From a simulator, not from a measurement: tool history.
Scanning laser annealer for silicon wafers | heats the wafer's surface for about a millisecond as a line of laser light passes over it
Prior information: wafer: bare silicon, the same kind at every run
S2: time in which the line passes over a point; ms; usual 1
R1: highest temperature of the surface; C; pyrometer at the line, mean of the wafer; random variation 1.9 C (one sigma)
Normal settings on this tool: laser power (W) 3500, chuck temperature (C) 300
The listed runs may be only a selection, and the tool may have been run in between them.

{"run": 1, "hour": 0.0, "laser power (W)": 3500, "S2": 1, "chuck temperature (C)": 300, "R1": 1107}
{"run": 2, "hour": 24.1, "laser power (W)": 3500, "S2": 1, "chuck temperature (C)": 288, "R1": 1100}
{"run": 3, "hour": 55.1, "laser power (W)": 3500, "S2": 1, "chuck temperature (C)": 300, "R1": 1111}
{"run": 4, "hour": 81.2, "laser power (W)": 3652, "S2": 1, "chuck temperature (C)": 300, "R1": 1149}
{"run": 5, "hour": 107.9, "laser power (W)": 3652, "S2": 1, "chuck temperature (C)": 300, "R1": 1151}
{"run": 6, "hour": 132.7, "laser power (W)": 3543, "S2": 1, "chuck temperature (C)": 300, "R1": 1117}
{"run": 7, "hour": 153.3, "laser power (W)": 3543, "S2": 1, "chuck temperature (C)": 300, "R1": 1115}
{"hour": 157.1, "done": "window over the wafer cleaned"}
{"run": 8, "hour": 186.9, "laser power (W)": 3543, "S2": 1, "chuck temperature (C)": 300, "R1": 1109}
{"run": 9, "hour": 209.8, "laser power (W)": 3500, "S2": 1, "chuck temperature (C)": 300, "R1": 1093}
{"run": 10, "hour": 235.8, "laser power (W)": 3500, "S2": 1, "chuck temperature (C)": 288, "R1": 1076}
{"run": 11, "hour": 262.0, "laser power (W)": 3500, "S2": 1.24, "chuck temperature (C)": 297, "R1": 1198}
{"run": 12, "hour": 281.4, "laser power (W)": 2987, "S2": 1.22, "chuck temperature (C)": 310, "R1": 1042}
{"run": 13, "hour": 306.7, "laser power (W)": 3261, "S2": 0.87, "chuck temperature (C)": 304, "R1": 975}
{"run": 14, "hour": 336.6, "laser power (W)": 3588, "S2": 0.87, "chuck temperature (C)": 279, "R1": 1030}
{"hour": 368.2, "done": "window over the wafer cleaned, once more"}
{"run": 15, "hour": 368.4, "laser power (W)": 3500, "S2": 1.23, "chuck temperature (C)": 270, "R1": 1196}
{"run": 16, "hour": 385.4, "laser power (W)": 3500, "S2": 1, "chuck temperature (C)": 279, "R1": 1098}
{"run": 17, "hour": 407.1, "laser power (W)": 3378, "S2": 0.95, "chuck temperature (C)": 300, "R1": 1060}
{"run": 18, "hour": 440.0, "laser power (W)": 3378, "S2": 0.95, "chuck temperature (C)": 300, "R1": 1062}
{"run": 19, "hour": 474.2, "laser power (W)": 3588, "S2": 0.97, "chuck temperature (C)": 332, "R1": 1156}
{"run": 20, "hour": 493.9, "laser power (W)": 3588, "S2": 0.97, "chuck temperature (C)": 337, "R1": 1161}

4 ways to go on from here, each from the tool as it stands after run 20. What would each give?
{"run": "A", "hour": 519.3, "laser power (W)": 3500, "S2": 1.01, "chuck temperature (C)": 300, "R1": "?"}
{"run": "B", "hour": 519.3, "laser power (W)": 3506, "S2": 0.74, "chuck temperature (C)": 301, "R1": "?"}
{"run": "C", "hour": 519.3, "laser power (W)": 3500, "S2": 0.98, "chuck temperature (C)": 275, "R1": "?"}
{"run": "D", "hour": 519.3, "laser power (W)": 3588, "S2": 0.71, "chuck temperature (C)": 316, "R1": "?"}

run=A R1=1118
run=B R1=988
run=C R1=1080
run=D R1=1001
Without the tool's unlogged condition, the same runs would have read:
run=A R1=1144
run=B R1=1010
run=C R1=1106
run=D R1=1023

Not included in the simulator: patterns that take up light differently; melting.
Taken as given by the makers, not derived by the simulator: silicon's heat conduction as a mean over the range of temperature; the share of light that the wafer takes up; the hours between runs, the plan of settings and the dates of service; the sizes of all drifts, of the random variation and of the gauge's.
